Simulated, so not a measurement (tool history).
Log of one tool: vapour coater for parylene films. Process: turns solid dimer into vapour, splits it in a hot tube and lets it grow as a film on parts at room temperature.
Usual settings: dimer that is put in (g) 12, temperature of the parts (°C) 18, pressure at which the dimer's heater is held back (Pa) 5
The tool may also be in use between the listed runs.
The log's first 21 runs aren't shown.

| run | day | dimer that is put in (g) | temperature of the parts (°C) | pressure at which the dimer's heater is held back (Pa) | hours of work since the trap's valve was overhauled | hours of work since the table's thermometer was calibrated | thickness of the film (um) |
|---|---|---|---|---|---|---|---|
| 22 | 46.808 | 12 | 25 | 5 | 318 | 1139 | 6.61 |
| 23 | 48.312 | 12 | 25 | 5 | 349 | 1170 | 6.68 |
| 24 | 50.125 | 6 | 18 | 2.14 | 385 | 1206 | 4.47 |
| 25 | 52.496 | 8 | 10 | 4.16 | 433 | 1254 | 6.74 |
| 26 | 55.375 | 17 | 12 | 6.27 | 491 | 1313 | 12.45 |
|  | 58.121 | trap's valve overhauled |
| 27 | 58.579 | 17 | 12 | 6.27 | 9 | 1374 | 14.66 |
|  | 58.896 | table's thermometer calibrated |
| 28 | 61.179 | 6 | 29 | 5.4 | 61 | 46 | 3.15 |
| 29 | 63.196 | 6 | 29 | 5.4 | 102 | 87 | 3.13 |
| 30 | 65.992 | 12 | 22 | 7.44 | 158 | 143 | 7.16 |
| 31 | 69.012 | 11 | 22 | 7.44 | 219 | 204 | 6.39 |
|  | 69.592 | table's thermometer calibrated, once more |
| 32 | 71.946 | 17 | 22 | 8.02 | 278 | 48 | 9.98 |
| 33 | 73.438 | 22 | 14 | 5.15 | 308 | 78 | 17 |
| 34 | 75.508 | 22 | 14 | 5.15 | 350 | 120 | 16.65 |
| 35 | 77.829 | 22 | 14 | 5.15 | 397 | 167 | 16.73 |
| 36 | 80.158 | 22 | 14 | 5.15 | 444 | 214 | 16.27 |
| 37 | 82.158 | 12 | 29 | 5 | 484 | 254 | 5.87 |
| 38 | 84.279 | 17 | 26 | 5.52 | 527 | 297 | 8.6 |
|  | 85.3 | trap's valve overhauled |
| 39 | 87.508 | 12 | 15 | 5 | 45 | 359 | 9.63 |
| 40 | 88.842 | 20 | 15 | 3.37 | 72 | 386 | 16.94 |
| 41 | 90.317 | 20 | 15 | 3.37 | 101 | 416 | 17.01 |
| 42 | 92.838 | 20 | 15 | 3.37 | 152 | 466 | 16.91 |
| 43 | 94.546 | 12 | 18 | 3.33 | 187 | 501 | 9.05 |
| 44 | 97.446 | 12 | 24 | 3.19 | 246 | 560 | 7.63 |
| 45 | 99.362 | 12 | 11 | 3.19 | 284 | 598 | 10.78 |
| 46 | 102.088 | 6 | 13 | 6.21 | 339 | 653 | 4.62 |

5 ways to go on from here, each from the tool as it stands after run 46. What would each give?
| A | 104.129 | 13 | 27 | 6.53 | 381 | 695 | ? |
| B | 104.129 | 12 | 14 | 8.29 | 381 | 695 | ? |
| C | 104.129 | 17 | 13 | 6.21 | 381 | 695 | ? |
| D | 104.129 | 5 | 13 | 2.11 | 381 | 695 | ? |
| E | 104.129 | 14 | 21 | 2.59 | 381 | 695 | ? |

| run | thickness of the film (um) |
|---|---|
| A | 6.55 |
| B | 8.37 |
| C | 12.66 |
| D | 4.43 |
| E | 9.52 |
Without the tool's hidden state the same runs would have given:
| run | thickness of the film (um) |
|---|---|
| A | 7.39 |
| B | 9.45 |
| C | 14.3 |
| D | 5.01 |
| E | 10.76 |
